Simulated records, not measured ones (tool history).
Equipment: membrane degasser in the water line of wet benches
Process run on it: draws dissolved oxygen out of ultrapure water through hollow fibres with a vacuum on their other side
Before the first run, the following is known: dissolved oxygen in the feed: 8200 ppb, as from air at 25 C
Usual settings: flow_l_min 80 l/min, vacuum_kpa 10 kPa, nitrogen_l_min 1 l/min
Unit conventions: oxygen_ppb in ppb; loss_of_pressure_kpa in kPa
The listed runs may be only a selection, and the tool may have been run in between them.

run	hour	flow_l_min	vacuum_kpa	nitrogen_l_min	oxygen_ppb	loss_of_pressure_kpa
1	0	80	10	1	846.8	42.66
2	38.9	80	10	1	845.1	42.63
3	80.2	80	10	1	842.4	42.94
4	112	80	10	1	841.3	42.87
5	153.9	80	10	1	840.3	42.24
6	197.8	55	16.4	1	1203.5	28.76
7	225.6	80	10	0.66	1083.3	42.35
8	249.7	101	24.3	0.49	3574.4	53.25
9	291.8	80	19	1.4	1446	42.28
10	339.5	80	11.4	0.87	1093	41.97

Forecast each of these 4 alternatives for the next run:
A	370.4	58	11.4	0.87	?	?
B	370.4	103	8.6	0.87	?	?
C	370.4	108	11.1	1.49	?	?
D	370.4	94	23.8	1.31	?	?

run	oxygen_ppb	loss_of_pressure_kpa
A	890.7	30.62
B	863.8	54.1
C	908.3	56.88
D	2073	49.43
With the hidden condition removed and each run's random variation left untouched, the same runs would have given:
run	oxygen_ppb	loss_of_pressure_kpa
A	890.8	31.28
B	864	55.26
C	908.4	58.1
D	2073.1	50.49
